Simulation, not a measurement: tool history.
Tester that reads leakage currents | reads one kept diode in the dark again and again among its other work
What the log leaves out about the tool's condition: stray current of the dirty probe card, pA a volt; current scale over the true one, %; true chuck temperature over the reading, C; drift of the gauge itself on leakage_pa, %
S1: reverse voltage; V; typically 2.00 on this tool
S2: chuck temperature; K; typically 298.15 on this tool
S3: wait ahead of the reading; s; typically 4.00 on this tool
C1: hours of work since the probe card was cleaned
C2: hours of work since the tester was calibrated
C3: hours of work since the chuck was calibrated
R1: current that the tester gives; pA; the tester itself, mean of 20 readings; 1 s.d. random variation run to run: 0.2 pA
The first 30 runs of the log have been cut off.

run,hour,S1,S2,S3,C1,C2,C3,R1
31,1003.7,2.08,303.15,0.37,1157,1157,660,118.52
32,1032.0,1.02,298.15,0.98,1175,1175,678,54.40
33,1055.5,2.12,318.15,0.55,1190,1190,693,354.21
# hour 1071.9: chuck's temperature calibrated
34,1079.5,16.55,318.15,2.76,1204,1204,5,958.57
35,1113.9,2.37,299.15,1.90,1225,1225,26,79.45
36,1140.0,2.37,299.15,1.90,1242,1242,43,79.54
37,1174.4,2.21,298.15,2.15,1263,1263,64,71.38
38,1213.7,2.21,298.15,2.15,1288,1288,89,72.16
39,1233.5,2.21,298.15,2.15,1300,1300,101,72.27
40,1275.4,13.80,302.15,4.00,1326,1326,127,284.70
41,1313.4,13.80,302.15,4.00,1350,1350,151,287.42

Forecast each of these 3 alternatives for the next run:
A,1338.1,6.87,298.15,0.57,1366,1366,167,?
B,1338.1,2.00,298.15,0.49,1366,1366,167,?
C,1338.1,4.26,309.15,0.43,1366,1366,167,?

run,R1
A,143.42
B,69.63
C,245.11
Had the tool no hidden state, the same runs would have come out as:
run,R1
A,131.52
B,65.28
C,233.50
